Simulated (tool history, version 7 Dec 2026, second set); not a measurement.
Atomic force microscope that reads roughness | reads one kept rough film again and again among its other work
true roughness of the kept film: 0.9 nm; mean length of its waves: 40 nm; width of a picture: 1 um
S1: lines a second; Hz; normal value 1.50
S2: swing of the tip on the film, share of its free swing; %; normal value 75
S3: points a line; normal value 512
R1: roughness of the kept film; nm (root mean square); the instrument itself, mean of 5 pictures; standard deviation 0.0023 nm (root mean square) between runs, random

run    day    S1  S2   S3     R1
  1  0.000  1.50  75  512  0.793
  2  0.225  1.50  75  512  0.794
  3  0.529  1.50  75  512  0.794
  4  0.696  1.50  75  365  0.789
  5  0.938  1.50  75  925  0.795
  6  1.271  1.50  75  925  0.794
  7  1.462  1.50  75  925  0.794
     1.550  -- new tip fitted
  8  1.738  1.50  84  512  0.751
  9  1.950  1.50  84  512  0.753
 10  2.292  1.50  84  512  0.754
 11  2.612  1.50  71  512  0.812
 12  2.950  3.66  73  512  0.714
 13  3.117  3.66  73  512  0.714
 14  3.325  0.65  62  354  0.857

Forecast run 15:
 15  3.662  3.05  79  985   ?

{"run 15": {"R1": 0.698}}
If the tool had no hidden condition, the same run with the same run-to-run variation would have returned R1 0.698 nm (root mean square).

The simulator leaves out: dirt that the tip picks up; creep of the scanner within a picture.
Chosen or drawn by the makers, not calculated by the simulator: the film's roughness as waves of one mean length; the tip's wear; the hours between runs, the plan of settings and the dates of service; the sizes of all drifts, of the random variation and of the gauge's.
